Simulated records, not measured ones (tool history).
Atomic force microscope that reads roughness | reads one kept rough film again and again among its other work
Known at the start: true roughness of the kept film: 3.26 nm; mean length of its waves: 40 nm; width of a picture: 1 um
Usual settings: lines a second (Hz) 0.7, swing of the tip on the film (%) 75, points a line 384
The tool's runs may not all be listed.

run,day,lines a second (Hz),swing of the tip on the film (%),points a line,roughness of the kept film (nm (root mean square))
1,0,0.7,75,384,2.313
# day 0.525: new tip fitted
2,1.283,2.954,75,384,2.73
3,2.333,2.954,75,384,2.632
4,3.525,2.954,75,384,2.519
5,4.525,2.954,75,384,2.448
6,5.467,2.954,75,384,2.387
7,6.325,0.7,75,384,2.446
8,7.15,0.587,75,460,2.389
9,7.983,0.587,75,460,2.321
# day 8.229: new tip fitted
10,8.938,0.7,86,384,2.848
11,9.862,0.754,75,453,2.785
12,10.854,1.804,75,384,2.64
13,11.442,0.561,58,1020,2.694
14,12.708,1.011,77,384,2.517

4 ways to go on from here, each from the tool as it stands after run 14. What would each give?
A,13.388,1.476,61,927,?
B,13.388,0.723,57,259,?
C,13.388,1.144,75,318,?
D,13.388,1.011,77,526,?

run,roughness of the kept film (nm (root mean square))
A,2.517
B,2.504
C,2.472
D,2.472
Without the tool's hidden state the same runs would have given:
run,roughness of the kept film (nm (root mean square))
A,2.982
B,2.967
C,2.929
D,2.93
